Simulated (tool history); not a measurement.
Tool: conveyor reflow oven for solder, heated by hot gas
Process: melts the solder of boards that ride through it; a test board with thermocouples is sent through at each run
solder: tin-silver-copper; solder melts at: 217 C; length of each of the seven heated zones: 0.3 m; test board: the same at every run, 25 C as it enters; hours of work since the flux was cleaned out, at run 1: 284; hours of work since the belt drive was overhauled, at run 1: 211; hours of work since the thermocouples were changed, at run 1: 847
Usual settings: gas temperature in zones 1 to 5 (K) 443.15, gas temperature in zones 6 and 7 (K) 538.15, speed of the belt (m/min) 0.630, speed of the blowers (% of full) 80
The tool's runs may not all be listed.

run	day	gas temperature in zones 1 to 5 (K)	gas temperature in zones 6 and 7 (K)	speed of the belt (m/min)	speed of the blowers (% of full)	hours of work since the flux was cleaned out	hours of work since the belt drive was overhauled	hours of work since the thermocouples were changed	highest temperature of the board (K)	time above the solder's melting point (s)
1	0.000	443.15	538.15	0.630	80	284	211	847	523.25	40.8
2	1.312	443.15	538.15	0.630	80	309	236	873	523.65	42.0
3	3.050	443.15	526.15	0.630	80	342	270	906	511.65	34.1
4	4.033	443.15	544.15	0.630	80	361	288	925	527.85	43.8
5	5.642	443.15	544.15	0.630	80	392	319	955	527.75	43.6
6	6.658	443.15	544.15	0.630	80	411	339	975	528.45	43.6
7	8.283	443.15	544.15	0.630	80	442	370	1006	527.25	42.5
# day 9.971: flux residue cleaned out of gas plates and filters
8	10.554	443.15	538.15	0.630	61	11	409	1045	520.95	39.0
9	11.650	443.15	538.15	0.630	61	32	430	1066	519.55	39.3
10	13.283	443.15	538.15	0.630	73	63	461	1098	523.75	41.3
11	15.317	443.15	538.15	0.707	80	102	500	1137	520.95	35.1
12	17.388	443.15	538.15	0.630	84	142	540	1176	524.95	42.6
13	19.271	443.15	538.15	0.593	80	178	576	1212	525.15	46.4
14	21.158	444.15	538.15	0.593	80	214	612	1248	524.65	45.7
15	22.692	443.15	552.15	0.630	80	243	641	1278	535.25	47.9
16	24.662	451.15	552.15	0.630	80	281	679	1315	537.25	49.9
# day 25.454: thermocouples of zones 6 and 7 changed
17	25.779	451.15	549.15	0.630	84	301	699	6	535.35	49.9
18	26.683	451.15	532.15	0.587	86	318	716	24	521.65	47.3
19	28.400	451.15	532.15	0.587	86	351	749	56	521.35	46.9
20	29.542	446.15	538.15	0.625	80	373	771	78	523.25	43.6
21	31.629	443.15	539.15	0.668	80	413	811	118	521.05	37.6
22	32.871	443.15	539.15	0.668	80	436	834	142	521.95	38.0
# day 34.883: flux residue cleaned out of gas plates and filters
23	34.883	443.15	540.15	0.630	52	0	869	176	520.75	39.1
24	36.429	458.15	538.15	0.692	80	30	899	206	525.65	43.6
25	38.117	458.15	538.15	0.692	70	62	931	238	523.95	41.7
26	39.379	458.15	538.15	0.692	70	86	955	262	523.45	41.7
27	40.362	453.15	545.15	0.583	73	105	974	281	533.35	54.5
# day 41.000: belt drive overhauled, speed set with a stopwatch
28	41.983	453.15	545.15	0.583	73	133	19	309	532.35	52.7
29	43.454	453.15	545.15	0.583	73	161	47	337	532.25	51.8
30	44.421	453.15	545.15	0.583	73	179	65	356	532.05	52.7
31	46.200	453.15	545.15	0.583	73	213	99	390	530.55	52.3

Forecast each of these 3 alternatives for the next run:
A	47.529	439.15	552.15	0.630	73	239	125	415	?	?
B	47.529	443.15	546.15	0.630	80	239	125	415	?	?
C	47.529	453.15	545.15	0.583	72	239	125	415	?	?

run	highest temperature of the board (K)	time above the solder's melting point (s)
A	533.05	44.9
B	531.25	45.2
C	531.95	52.1
Without the tool's hidden state the same runs would have given:
run	highest temperature of the board (K)	time above the solder's melting point (s)
A	536.55	46.4
B	534.65	46.9
C	534.95	53.5
